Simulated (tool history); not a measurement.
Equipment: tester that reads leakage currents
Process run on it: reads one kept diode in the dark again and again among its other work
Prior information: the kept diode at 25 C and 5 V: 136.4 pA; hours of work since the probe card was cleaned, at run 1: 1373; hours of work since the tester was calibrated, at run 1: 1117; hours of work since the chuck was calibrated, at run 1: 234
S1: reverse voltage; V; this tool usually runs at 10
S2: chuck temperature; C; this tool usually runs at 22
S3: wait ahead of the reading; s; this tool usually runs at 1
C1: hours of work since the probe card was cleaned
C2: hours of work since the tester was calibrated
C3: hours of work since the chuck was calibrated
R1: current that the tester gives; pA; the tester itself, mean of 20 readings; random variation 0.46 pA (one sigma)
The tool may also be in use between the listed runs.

Run 1, day 0: usual settings; C1 1373; C2 1117; C3 234. Result: R1 153.73 pA.
Run 2, day 4.596: usual settings; C1 1419; C2 1163; C3 280. Result: R1 153.09 pA.
Run 3, day 13.767: usual settings; C1 1510; C2 1254; C3 371. Result: R1 153.53 pA.
Run 4, day 20.983: usual settings; C1 1582; C2 1326; C3 443. Result: R1 152.94 pA.
Run 5, day 29.771: usual settings; C1 1670; C2 1413; C3 531. Result: R1 153.74 pA.
Run 6, day 38.508: usual settings but S1 15.7 V; C1 1757; C2 1500; C3 618. Result: R1 192.38 pA.
Run 7, day 46.029: usual settings; C1 1832; C2 1575; C3 693. Result: R1 152.89 pA.
Run 8, day 53.421: usual settings; C1 1905; C2 1649; C3 766. Result: R1 153.67 pA.
Run 9, day 58.275: usual settings but S3 6.03 s; C1 1953; C2 1697; C3 815. Result: R1 151.02 pA.
Run 10, day 66.158: usual settings but S2 35 C; C1 2032; C2 1776; C3 893. Result: R1 422.46 pA.
Run 11, day 74.242: usual settings but S2 35 C; C1 2113; C2 1856; C3 974. Result: R1 424.57 pA.
At day 81.225: chuck's temperature calibrated.
Run 12, day 81.833: usual settings but S2 35 C; C1 2187; C2 1931; C3 6. Result: R1 423.17 pA.
Run 13, day 89.217: usual settings but S2 35 C; C1 2261; C2 2005; C3 80. Result: R1 424.3 pA.
Run 14, day 95.154: usual settings but S1 3.6 V; C1 2320; C2 2064; C3 139. Result: R1 91.95 pA.
Run 15, day 99.708: usual settings but S1 3.6 V; C1 2365; C2 2109; C3 184. Result: R1 91.42 pA.
Run 16, day 108.962: usual settings but S1 3.6 V; C1 2457; C2 2201; C3 276. Result: R1 92.61 pA.
Run 17, day 118.417: usual settings but S1 3.6 V; C1 2552; C2 2295; C3 370. Result: R1 91.59 pA.
Run 18, day 123.338: usual settings but S1 3.6 V; C1 2601; C2 2344; C3 419. Result: R1 91.89 pA.
Run 19, day 131.554: usual settings but S1 3 V, S2 21 C, S3 0.95 s; C1 2682; C2 2426; C3 501. Result: R1 77.08 pA.
Run 20, day 136.1: usual settings but S1 1.3 V, S2 24 C, S3 1.98 s; C1 2728; C2 2471; C3 546. Result: R1 64.74 pA.
Run 21, day 143.729: usual settings but S2 31 C, S3 2.85 s; C1 2804; C2 2547; C3 622. Result: R1 311.62 pA.
Run 22, day 152.367: usual settings but S2 31 C, S3 2.85 s; C1 2890; C2 2633; C3 708. Result: R1 311.83 pA.
Run 23, day 159.996: usual settings but S1 2.2 V, S2 50 C, S3 0.53 s; C1 2966; C2 2709; C3 784. Result: R1 588.62 pA.
Run 24, day 164.967: usual settings but S1 2.4 V, S3 2.83 s; C1 3015; C2 2759; C3 834. Result: R1 74.62 pA.
Run 25, day 174.567: usual settings but S1 2.4 V, S3 2.83 s; C1 3111; C2 2854; C3 929. Result: R1 74.54 pA.
Run 26, day 182.267: usual settings but S1 2.4 V, S3 2.83 s; C1 3187; C2 2931; C3 1006. Result: R1 74.2 pA.
At day 184.45: probe card cleaned and baked.
At day 185.933: chuck's temperature calibrated.
Run 27, day 187.658: usual settings but S1 13 V, S3 6.95 s; C1 31; C2 2983; C3 17. Result: R1 172.08 pA.
Run 28, day 195.333: usual settings but S1 7.6 V, S2 34 C, S3 8.09 s; C1 108; C2 3059; C3 94. Result: R1 341.08 pA.
Run 29, day 200.779: usual settings but S1 12.6 V, S2 54 C, S3 0.44 s; C1 162; C2 3113; C3 148. Result: R1 1843.25 pA.
Run 30, day 206.521: usual settings but S1 12.6 V, S2 54 C, S3 0.44 s; C1 219; C2 3171; C3 205. Result: R1 1831.79 pA.
Run 31, day 215.517: usual settings but S1 12.6 V, S2 54 C, S3 0.44 s; C1 308; C2 3260; C3 295. Result: R1 1836.69 pA.

Across each entry between runs, compare the hidden state at the last listed run before it with the hidden state at the first listed run after it:
Logged between run 11 and run 12: chuck's temperature calibrated (day 81.225)
  stray current of the dirty probe card, pA a volt: 0.047 -> 0.048; true chuck temperature over the reading, C: -0.02 -> 0
  the result without the hidden state subtracted from the measured one, R1: -0.45 -> +0.12 pA
Logged between run 26 and run 27: probe card cleaned and baked (day 184.45); chuck's temperature calibrated (day 185.933)
  stray current of the dirty probe card, pA a volt: 0.06 -> 0.021; true chuck temperature over the reading, C: -0.02 -> 0
  the result without the hidden state subtracted from the measured one, R1: -0.05 -> -0.16 pA
